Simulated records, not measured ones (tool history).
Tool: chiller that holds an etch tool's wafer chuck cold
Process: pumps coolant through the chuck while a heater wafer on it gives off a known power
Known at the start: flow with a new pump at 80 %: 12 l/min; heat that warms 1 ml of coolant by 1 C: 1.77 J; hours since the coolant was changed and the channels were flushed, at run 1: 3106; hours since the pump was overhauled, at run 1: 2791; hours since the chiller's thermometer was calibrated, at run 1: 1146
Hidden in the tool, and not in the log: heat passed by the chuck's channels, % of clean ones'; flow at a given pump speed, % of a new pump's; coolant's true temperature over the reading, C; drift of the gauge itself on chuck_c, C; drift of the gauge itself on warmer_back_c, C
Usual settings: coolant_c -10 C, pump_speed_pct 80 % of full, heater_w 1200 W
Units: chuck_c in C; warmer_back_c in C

run,hour,coolant_c,pump_speed_pct,heater_w,hours since the coolant was changed and the channels were flushed,hours since the pump was overhauled,hours since the chiller's thermometer was calibrated,chuck_c,warmer_back_c
1,0.0,-10,80,1200,3106,2791,1146,4.3,3.71
2,68.1,-10,80,1200,3174,2859,1214,4.6,3.64
3,151.7,-10,80,1200,3258,2943,1298,4.6,3.75
4,236.2,-10,80,762,3342,3027,1382,-0.9,2.36
5,334.2,-12,80,762,3440,3125,1480,-2.8,2.41
6,399.7,-2,80,1200,3506,3191,1546,12.8,3.73
7,486.0,-10,80,858,3592,3277,1632,0.5,2.66
8,590.9,-10,80,858,3697,3382,1737,0.5,2.72
9,687.3,-10,80,858,3793,3478,1833,0.4,2.74
# hour 700.3: coolant pump overhauled
10,757.2,-10,80,886,3858,57,1898,1.6,2.92
11,848.1,-10,60,883,3949,148,1989,5.1,4.05
12,896.6,-10,96,1200,3997,196,2038,3.4,3.35
# hour 959.5: chiller's thermometer calibrated
13,979.0,-10,96,1200,4079,278,19,4.1,3.34
# hour 1014.2: coolant pump overhauled, once more
14,1037.8,-18,80,708,4133,24,73,-9.5,2.05
15,1131.8,-19,80,1017,4227,118,167,-6.8,2.89
16,1234.6,-10,80,1481,4330,220,270,8.0,4.22

4 ways to go on from here, each from the tool as it stands after run 16. What would each give?
A,1300.3,-6,80,712,4395,286,336,?,?
B,1300.3,-10,80,709,4395,286,336,?,?
C,1300.3,-18,94,624,4395,286,336,?,?
D,1300.3,-10,83,1481,4395,286,336,?,?

run,chuck_c,warmer_back_c
A,2.7,2.01
B,-1.4,2.00
C,-11.5,1.50
D,7.4,4.09
Without the tool's hidden state the same runs would have given:
run,chuck_c,warmer_back_c
A,1.5,1.99
B,-2.7,1.97
C,-12.5,1.48
D,4.8,4.04
